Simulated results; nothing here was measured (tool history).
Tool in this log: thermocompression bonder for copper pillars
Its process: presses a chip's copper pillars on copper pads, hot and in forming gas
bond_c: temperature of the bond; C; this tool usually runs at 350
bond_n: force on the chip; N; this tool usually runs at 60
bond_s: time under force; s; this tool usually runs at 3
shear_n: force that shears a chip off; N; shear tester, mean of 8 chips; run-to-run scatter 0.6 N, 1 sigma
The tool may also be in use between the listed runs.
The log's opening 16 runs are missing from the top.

run   hour  bond_c  bond_n  bond_s  hours of work since the heater was calibrated  hours of work since the force cell was calibrated  hours of work since the gas filter was changed  shear_n
 17  423.4     350      62       3                                            891                                                404                                              42     79.2
 18  459.1     350      62       3                                            911                                                424                                              63     78.9
 19  487.1     350      60       3                                            927                                                440                                              78     77.1
 20  515.8     357      60       2                                            943                                                456                                              95     70.3
 21  548.6     331      90       4                                            962                                                474                                             113     88.7
 22  563.5     331      90       4                                            970                                                483                                             122     87.5
 23  599.5     331      90       4                                            990                                                503                                             142     87.1
 24  627.9     378      45       4                                           1006                                                519                                             158     81.1
 25  651.4     350      84       3                                           1020                                                532                                             171     86.0
 26  683.5     350      59       6                                           1038                                                550                                             189     86.2
 27  699.3     368      87       3                                           1047                                                559                                             198     92.9
     712.1  -- forming gas filter changed
 28  718.5     368      87       3                                           1057                                                570                                               4     99.6
 29  752.9     368      87       3                                           1077                                                589                                              23     99.8
 30  787.1     350      76       2                                           1096                                                609                                              42     79.5
 31  807.2     350      74       2                                           1107                                                620                                              54     77.9
 32  842.9     356      57       7                                           1128                                                640                                              74     93.9
 33  863.9     350      68       3                                           1139                                                652                                              86     81.9
 34  892.0     350      47       3                                           1155                                                668                                             102     67.2
 35  910.3     350      38       3                                           1166                                                678                                             112     58.8
 36  943.6     350      39       3                                           1184                                                697                                             131     59.9
 37  973.1     350      55       2                                           1201                                                714                                             147     64.5
 38  990.2     350      38       8                                           1211                                                723                                             157     78.4

Consider 3 possible next runs. They are alternatives, not a sequence: every one starts from the tool as it was left by run 38. What does each give?
  A  1023.9     350      45       8                                           1230                                                742                                             176        ?
  B  1023.9     350      60       8                                           1230                                                742                                             176        ?
  C  1023.9     346      45       4                                           1230                                                742                                             176        ?

run  shear_n
  A     84.0
  B     93.5
  C     66.6
Without the tool's unlogged condition, the same runs would have read:
run  shear_n
  A     85.9
  B     96.7
  C     67.2
